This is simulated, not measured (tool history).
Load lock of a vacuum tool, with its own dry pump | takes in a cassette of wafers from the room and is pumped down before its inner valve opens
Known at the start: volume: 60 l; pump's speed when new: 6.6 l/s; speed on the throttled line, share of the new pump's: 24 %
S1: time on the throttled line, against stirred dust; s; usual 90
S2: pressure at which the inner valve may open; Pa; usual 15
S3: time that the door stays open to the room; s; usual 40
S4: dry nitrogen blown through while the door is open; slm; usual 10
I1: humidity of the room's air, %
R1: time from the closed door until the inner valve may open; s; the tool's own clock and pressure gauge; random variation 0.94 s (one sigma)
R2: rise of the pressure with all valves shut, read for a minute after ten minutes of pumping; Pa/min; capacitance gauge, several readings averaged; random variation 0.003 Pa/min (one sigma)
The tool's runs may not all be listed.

run	hour	S1	S2	S3	S4	I1	R1	R2
1	0.0	90	15	40	10	46.6	158.4	0.045
2	164.7	90	15	40	10	48.5	161.1	0.045
3	327.2	90	15	40	10	42.8	161.4	0.041
4	609.3	90	15	40	15	43.1	162.1	0.042
5	804.1	90	15	40	15	43.4	161.7	0.047
6	964.9	155	15	40	10	44.0	208.0	0.042
7	1206.5	90	15	40	4	47.1	163.0	0.050
8	1442.5	90	15	40	4	42.3	162.0	0.050
9	1565.0	90	15	40	4	47.6	161.7	0.055
10	1785.3	90	15	40	4	43.4	162.3	0.057
11	2014.0	90	15	40	4	43.2	161.5	0.054
12	2270.9	90	15	40	4	46.4	163.0	0.057
13	2529.1	90	22	40	10	46.2	159.3	0.050
14	2665.4	90	22	40	14	43.1	159.3	0.052
15	2847.9	90	15	40	10	43.9	162.9	0.059
16	3107.4	90	15	40	10	44.3	164.8	0.052
# hour 3264.3: dry pump taken out, an overhauled one fitted
17	3336.8	90	15	40	10	42.4	149.9	0.056
18	3499.1	90	15	40	7	48.8	148.5	0.061
19	3643.6	146	22	82	35	43.5	186.3	0.059
20	3860.0	52	17	137	13	45.2	120.6	0.081
21	3979.6	52	17	137	13	45.4	120.8	0.081
22	4108.5	90	13	40	10	49.3	151.1	0.058
23	4284.0	90	13	40	10	43.9	151.5	0.063
24	4475.0	90	13	40	10	44.1	151.1	0.069
25	4722.7	90	13	40	10	44.0	152.1	0.071
26	4958.2	90	13	40	10	43.5	152.9	0.069
27	5099.4	90	15	79	15	42.2	151.4	0.074
28	5371.2	90	15	79	15	45.8	152.4	0.081
29	5626.6	45	21	33	8	44.9	115.6	0.074
30	5761.7	90	15	133	10	48.0	151.4	0.095
31	5987.9	90	15	90	19	44.9	154.2	0.084
32	6198.9	68	16	31	6	46.5	136.8	0.082
33	6479.7	68	16	31	6	42.4	136.7	0.075
34	6621.9	68	16	108	38	43.2	134.3	0.084
35	6883.5	112	15	102	6	45.9	169.7	0.109
36	7054.1	112	15	102	6	45.4	169.6	0.104

5 ways to go on from here, each from the tool as it stands after run 36. What would each give?
A	7334.8	90	15	71	10	47.0	?	?
B	7334.8	75	25	32	6	44.2	?	?
C	7334.8	140	15	40	40	41.3	?	?
D	7334.8	161	11	159	10	44.6	?	?
E	7334.8	112	20	102	9	45.3	?	?

run	R1	R2
A	154.6	0.094
B	137.7	0.089
C	189.8	0.072
D	208.7	0.114
E	168.0	0.106
Without the tool's hidden state the same runs would have given:
run	R1	R2
A	149.7	0.031
B	133.1	0.025
C	186.1	0.009
D	205.1	0.049
E	163.9	0.043
